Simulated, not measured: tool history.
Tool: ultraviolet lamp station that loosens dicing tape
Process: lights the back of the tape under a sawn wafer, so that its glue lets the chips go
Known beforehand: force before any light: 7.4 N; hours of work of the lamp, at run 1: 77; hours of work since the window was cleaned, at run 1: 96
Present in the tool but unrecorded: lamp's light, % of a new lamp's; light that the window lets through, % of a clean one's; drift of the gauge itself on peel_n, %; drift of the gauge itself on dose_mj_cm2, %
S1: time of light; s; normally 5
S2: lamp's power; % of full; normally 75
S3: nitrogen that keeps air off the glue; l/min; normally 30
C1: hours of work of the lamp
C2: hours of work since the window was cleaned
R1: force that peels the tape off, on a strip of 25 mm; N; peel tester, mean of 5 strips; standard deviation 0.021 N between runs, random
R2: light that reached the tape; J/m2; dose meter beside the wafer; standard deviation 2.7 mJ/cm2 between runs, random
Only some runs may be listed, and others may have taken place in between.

Run 1, hour 0: usual settings; C1 77; C2 96. Result: R1 1.119 N, R2 3530 J/m2.
Run 2, hour 6.3: usual settings; C1 81; C2 100. Result: R1 1.143 N, R2 3480 J/m2.
Run 3, hour 12.8: usual settings but S1 3 s; C1 86; C2 105. Result: R1 2.285 N, R2 2080 J/m2.
Run 4, hour 20.1: usual settings; C1 91; C2 110. Result: R1 1.133 N, R2 3480 J/m2.
Run 5, hour 24.1: usual settings but S2 85 % of full; C1 94; C2 113. Result: R1 0.917 N, R2 3900 J/m2.
Run 6, hour 30: usual settings but S2 85 % of full; C1 98; C2 117. Result: R1 0.868 N, R2 3880 J/m2.
Run 7, hour 34.4: usual settings but S2 85 % of full; C1 101; C2 120. Result: R1 0.931 N, R2 3890 J/m2.
Run 8, hour 40.4: usual settings but S2 90 % of full; C1 106; C2 125. Result: R1 0.874 N, R2 4090 J/m2.
Run 9, hour 47.6: usual settings but S2 90 % of full; C1 111; C2 130. Result: R1 0.815 N, R2 4130 J/m2.
Run 10, hour 52.8: usual settings but S2 90 % of full; C1 114; C2 133. Result: R1 0.823 N, R2 4080 J/m2.
Run 11, hour 60: usual settings but S1 6 s, S2 63 % of full, S3 41 l/min; C1 120; C2 139. Result: R1 0.954 N, R2 3400 J/m2.
Run 12, hour 68.4: usual settings but S1 2 s, S2 93 % of full, S3 41 l/min; C1 126; C2 145. Result: R1 2.647 N, R2 1690 J/m2.
Run 13, hour 73.9: usual settings but S1 2 s, S2 93 % of full, S3 41 l/min; C1 130; C2 149. Result: R1 2.527 N, R2 1680 J/m2.
Run 14, hour 79.5: usual settings but S2 62 % of full, S3 45 l/min; C1 134; C2 153. Result: R1 1.338 N, R2 2790 J/m2.
Run 15, hour 84.9: usual settings but S2 62 % of full, S3 20 l/min; C1 137; C2 156. Result: R1 1.92 N, R2 2750 J/m2.
Run 16, hour 89: usual settings but S1 4 s, S2 62 % of full, S3 14 l/min; C1 140; C2 159. Result: R1 2.755 N, R2 2180 J/m2.

Each run again, without the hidden state but with its own random variation kept:
run     R1    R2
  1  1.025  3720
  2  1.041  3680
  3   2.14  2200
  4  1.024  3700
  5   0.82  4150
  6  0.773  4130
  7  0.828  4150
  8  0.771  4380
  9  0.716  4430
 10   0.72  4390
 11  0.835  3660
 12  2.439  1820
 13  2.324  1820
 14  1.172  3040
 15  1.715  2990
 16  2.528  2380
